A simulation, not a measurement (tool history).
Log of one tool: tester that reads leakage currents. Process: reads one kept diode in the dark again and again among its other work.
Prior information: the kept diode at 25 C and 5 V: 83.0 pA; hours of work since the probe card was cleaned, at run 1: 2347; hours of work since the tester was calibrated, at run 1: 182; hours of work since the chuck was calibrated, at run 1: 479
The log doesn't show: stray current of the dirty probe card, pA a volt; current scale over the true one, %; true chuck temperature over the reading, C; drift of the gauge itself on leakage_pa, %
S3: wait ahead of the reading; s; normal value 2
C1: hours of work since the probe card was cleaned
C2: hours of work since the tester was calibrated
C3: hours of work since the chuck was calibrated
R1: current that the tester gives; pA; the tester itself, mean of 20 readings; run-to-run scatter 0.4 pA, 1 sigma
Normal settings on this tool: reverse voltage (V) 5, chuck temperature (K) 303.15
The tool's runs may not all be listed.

run 1 hour=0 | reverse_voltage_(V)=5 chuck_temperature_(K)=303.15 S3=2 | C1=2347 C2=182 C3=479 | R1=139.17
run 2 hour=30.8 | reverse_voltage_(V)=5 chuck_temperature_(K)=303.15 S3=2 | C1=2360 C2=195 C3=492 | R1=139.15
run 3 hour=86.2 | reverse_voltage_(V)=5 chuck_temperature_(K)=303.15 S3=2 | C1=2384 C2=219 C3=516 | R1=139.28
run 4 hour=134.6 | reverse_voltage_(V)=5 chuck_temperature_(K)=303.15 S3=2 | C1=2404 C2=239 C3=536 | R1=139.24
-- hour=178.3 probe card cleaned and baked
run 5 hour=194.8 | reverse_voltage_(V)=5 chuck_temperature_(K)=303.15 S3=2 | C1=7 C2=263 C3=561 | R1=125.48
run 6 hour=224.9 | reverse_voltage_(V)=5 chuck_temperature_(K)=303.15 S3=2 | C1=20 C2=276 C3=573 | R1=126.18
run 7 hour=298.1 | reverse_voltage_(V)=5 chuck_temperature_(K)=303.15 S3=1.26 | C1=51 C2=307 C3=605 | R1=125.75
run 8 hour=351.6 | reverse_voltage_(V)=5 chuck_temperature_(K)=303.15 S3=1.26 | C1=74 C2=330 C3=627 | R1=126.12
run 9 hour=419.8 | reverse_voltage_(V)=5 chuck_temperature_(K)=303.15 S3=1.26 | C1=103 C2=359 C3=656 | R1=125.63
run 10 hour=471.7 | reverse_voltage_(V)=5 chuck_temperature_(K)=303.15 S3=2 | C1=125 C2=381 C3=678 | R1=125.11
run 11 hour=502.5 | reverse_voltage_(V)=1.68 chuck_temperature_(K)=303.15 S3=2 | C1=138 C2=394 C3=691 | R1=75.48
run 12 hour=559.8 | reverse_voltage_(V)=5 chuck_temperature_(K)=303.15 S3=2 | C1=162 C2=418 C3=716 | R1=125.02
run 13 hour=624.3 | reverse_voltage_(V)=9.54 chuck_temperature_(K)=303.15 S3=2 | C1=189 C2=446 C3=743 | R1=167.49
run 14 hour=688.3 | reverse_voltage_(V)=4.66 chuck_temperature_(K)=303.15 S3=2 | C1=217 C2=473 C3=770 | R1=120.09
run 15 hour=742.5 | reverse_voltage_(V)=4.66 chuck_temperature_(K)=303.15 S3=2 | C1=240 C2=496 C3=793 | R1=120.34
run 16 hour=782 | reverse_voltage_(V)=4.66 chuck_temperature_(K)=303.15 S3=2 | C1=256 C2=513 C3=810 | R1=119.74
run 17 hour=819.6 | reverse_voltage_(V)=4.66 chuck_temperature_(K)=303.15 S3=2 | C1=272 C2=529 C3=826 | R1=119.99
run 18 hour=875.5 | reverse_voltage_(V)=4.66 chuck_temperature_(K)=303.15 S3=2 | C1=296 C2=553 C3=850 | R1=119.82
run 19 hour=950 | reverse_voltage_(V)=4.66 chuck_temperature_(K)=303.15 S3=2 | C1=328 C2=584 C3=881 | R1=119.64
run 20 hour=1019.9 | reverse_voltage_(V)=5 chuck_temperature_(K)=303.15 S3=7.04 | C1=357 C2=614 C3=911 | R1=123.3
run 21 hour=1073.4 | reverse_voltage_(V)=5 chuck_temperature_(K)=303.15 S3=7.04 | C1=380 C2=637 C3=934 | R1=123.72
run 22 hour=1119.5 | reverse_voltage_(V)=5 chuck_temperature_(K)=303.15 S3=7.04 | C1=400 C2=656 C3=953 | R1=123.82
run 23 hour=1180 | reverse_voltage_(V)=6.41 chuck_temperature_(K)=303.15 S3=2 | C1=425 C2=682 C3=979 | R1=137.26
run 24 hour=1252.5 | reverse_voltage_(V)=1.59 chuck_temperature_(K)=303.15 S3=1.31 | C1=456 C2=713 C3=1010 | R1=72.36
run 25 hour=1317.1 | reverse_voltage_(V)=1.59 chuck_temperature_(K)=303.15 S3=1.31 | C1=484 C2=740 C3=1037 | R1=71.76
run 26 hour=1350.7 | reverse_voltage_(V)=1.59 chuck_temperature_(K)=303.15 S3=1.32 | C1=498 C2=754 C3=1052 | R1=71.49
run 27 hour=1412.6 | reverse_voltage_(V)=1.59 chuck_temperature_(K)=303.15 S3=1.32 | C1=524 C2=781 C3=1078 | R1=71.6
run 28 hour=1477.9 | reverse_voltage_(V)=1.59 chuck_temperature_(K)=303.15 S3=1.32 | C1=552 C2=808 C3=1106 | R1=71.64
run 29 hour=1515.8 | reverse_voltage_(V)=1.59 chuck_temperature_(K)=303.15 S3=1.35 | C1=568 C2=825 C3=1122 | R1=71.29
run 30 hour=1555.2 | reverse_voltage_(V)=19.77 chuck_temperature_(K)=305.15 S3=0.47 | C1=585 C2=841 C3=1138 | R1=281.52
run 31 hour=1611.5 | reverse_voltage_(V)=19.77 chuck_temperature_(K)=295.15 S3=0.47 | C1=609 C2=865 C3=1162 | R1=117.28
run 32 hour=1669.2 | reverse_voltage_(V)=19.77 chuck_temperature_(K)=295.15 S3=0.47 | C1=633 C2=890 C3=1187 | R1=118.72
run 33 hour=1734.3 | reverse_voltage_(V)=19.77 chuck_temperature_(K)=295.15 S3=0.47 | C1=661 C2=917 C3=1214 | R1=118.26
run 34 hour=1766.9 | reverse_voltage_(V)=19.77 chuck_temperature_(K)=295.15 S3=0.47 | C1=675 C2=931 C3=1228 | R1=118.65
run 35 hour=1827.1 | reverse_voltage_(V)=5 chuck_temperature_(K)=312.15 S3=0.68 | C1=700 C2=957 C3=1254 | R1=268.93
run 36 hour=1897.3 | reverse_voltage_(V)=5 chuck_temperature_(K)=312.15 S3=0.68 | C1=730 C2=986 C3=1284 | R1=268.96
run 37 hour=1955 | reverse_voltage_(V)=5 chuck_temperature_(K)=312.15 S3=0.68 | C1=755 C2=1011 C3=1308 | R1=267.94
run 38 hour=1994.8 | reverse_voltage_(V)=3.73 chuck_temperature_(K)=324.15 S3=2 | C1=771 C2=1028 C3=1325 | R1=638.18
run 39 hour=2057.2 | reverse_voltage_(V)=1.11 chuck_temperature_(K)=320.15 S3=8.85 | C1=798 C2=1054 C3=1352 | R1=262.27

A few steps of R1 between consecutive runs. Split each: what settings, incoming material and random variation would produce without the hidden state, and what is left over for the hidden state, along with gauge scatter present in only one of the two compared results (measured, and without hidden state):
Run 29 -> 30: reverse voltage (V) 1.59 -> 19.77, chuck temperature (K) 303.15 -> 305.15, S3 1.35 -> 0.47. R1 +210.23 pA: hidden state -12.91, all else +223.14.
Run 34 -> 35: reverse voltage (V) 19.77 -> 5, chuck temperature (K) 295.15 -> 312.15, S3 0.47 -> 0.68. R1 +150.28 pA: hidden state -29.26, all else +179.54.
Run 37 -> 38: reverse voltage (V) 5 -> 3.73, chuck temperature (K) 312.15 -> 324.15, S3 0.68 -> 2. R1 +370.24 pA: hidden state -45.3, all else +415.54.
Run 38 -> 39: reverse voltage (V) 3.73 -> 1.11, chuck temperature (K) 324.15 -> 320.15, S3 2 -> 8.85. R1 -375.91 pA: hidden state +43.21, all else -419.12.
